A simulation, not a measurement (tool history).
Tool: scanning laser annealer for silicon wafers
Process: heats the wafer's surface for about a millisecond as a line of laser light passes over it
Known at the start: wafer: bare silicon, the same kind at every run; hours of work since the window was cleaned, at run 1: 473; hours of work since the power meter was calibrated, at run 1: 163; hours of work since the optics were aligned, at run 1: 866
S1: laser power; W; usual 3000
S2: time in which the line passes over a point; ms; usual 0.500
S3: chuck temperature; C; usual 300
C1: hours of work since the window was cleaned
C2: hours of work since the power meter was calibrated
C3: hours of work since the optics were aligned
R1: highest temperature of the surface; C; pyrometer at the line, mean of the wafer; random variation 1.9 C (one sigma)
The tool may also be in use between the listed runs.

run     day    S1     S2   S3   C1   C2    C3    R1
  1   0.000  3000  0.500  300  473  163   866  1071
  2   0.654  3000  0.500  300  481  171   874  1070
  3   1.300  3000  0.500  300  489  179   882  1072
  4   1.700  3000  0.500  300  494  184   887  1071
  5   2.275  3000  0.500  297  501  190   893  1069
  6   2.692  3000  0.500  300  506  195   898  1070
  7   3.333  3000  0.482  300  513  203   906  1060
  8   3.779  3000  0.482  300  519  208   911  1059
  9   4.271  3000  0.500  300  525  214   917  1073
 10   4.896  3000  0.500  300  532  222   925  1071
 11   5.529  3000  0.500  320  540  230   933  1092
 12   6.042  3000  0.500  320  546  236   939  1094
 13   6.733  3000  0.500  279  554  244   947  1049
 14   7.254  3000  0.500  300  560  250   953  1068
 15   7.679  3040  0.500  300  565  255   958  1075
 16   8.050  3000  0.393  300  570  260   963   991
 17   8.692  3000  0.500  300  578  267   970  1069
 18   9.329  3000  0.500  300  585  275   978  1068
 19   9.983  3000  0.500  300  593  283   986  1070
 20  10.279  3000  0.500  300  597  287   990  1065
 21  10.654  3000  0.500  300  601  291   994  1069
 22  11.083  2783  0.386  287  606  296   999   921
 23  11.675  2783  0.386  334  613  303  1006   963
 24  12.175  2675  0.594  333  619  309  1012  1066
 25  12.588  3000  0.402  300  624  314  1017   999
 26  12.892  2584  0.535  286  628  318  1021   963
 27  13.396  2584  0.535  286  634  324  1027   963
 28  13.779  2756  0.500  300  639  329  1032  1003
 29  14.500  2756  0.547  300  647  337  1040  1030
 30  15.162  2819  0.583  300  655  345  1048  1066
 31  15.488  3000  0.424  300  659  349  1052  1015
 32  16.112  3000  0.424  300  667  357  1060  1012
 33  16.812  3000  0.561  269  675  365  1068  1076
 34  17.188  3000  0.561  269  680  369  1072  1075
 35  17.850  2577  0.454  270  687  377  1080   899
 36  18.292  2592  0.418  300  693  383  1086   907
 37  18.708  2592  0.418  321  698  388  1091   929
 38  19.271  3097  0.492  309  705  394  1097  1092
 39  19.825  3250  0.452  325  711  401  1104  1123
 40  20.267  2588  0.452  294  717  406  1109   922

Some steps in R1 between neighbouring runs. How much of each would the tool show without its hidden state too (settings, what came in, random variation), and how much is left for the hidden state, with any gauge scatter that isn't in both results?
The hidden state here: light that passes the window, % of a clean one's; laser's true power over the reading, %; width of the line over the set one, %; drift of the gauge itself on peak_c, C.
Run 34 -> 35: S1 3000 -> 2577, S2 0.561 -> 0.454, S3 269 -> 270. R1 -176 C: hidden state +6, all else -182.
Run 37 -> 38: S1 2592 -> 3097, S2 0.418 -> 0.492, S3 321 -> 309. R1 +163 C: hidden state -6, all else +169.
Run 39 -> 40: S1 3250 -> 2588, S3 325 -> 294. R1 -201 C: hidden state +6, all else -207.
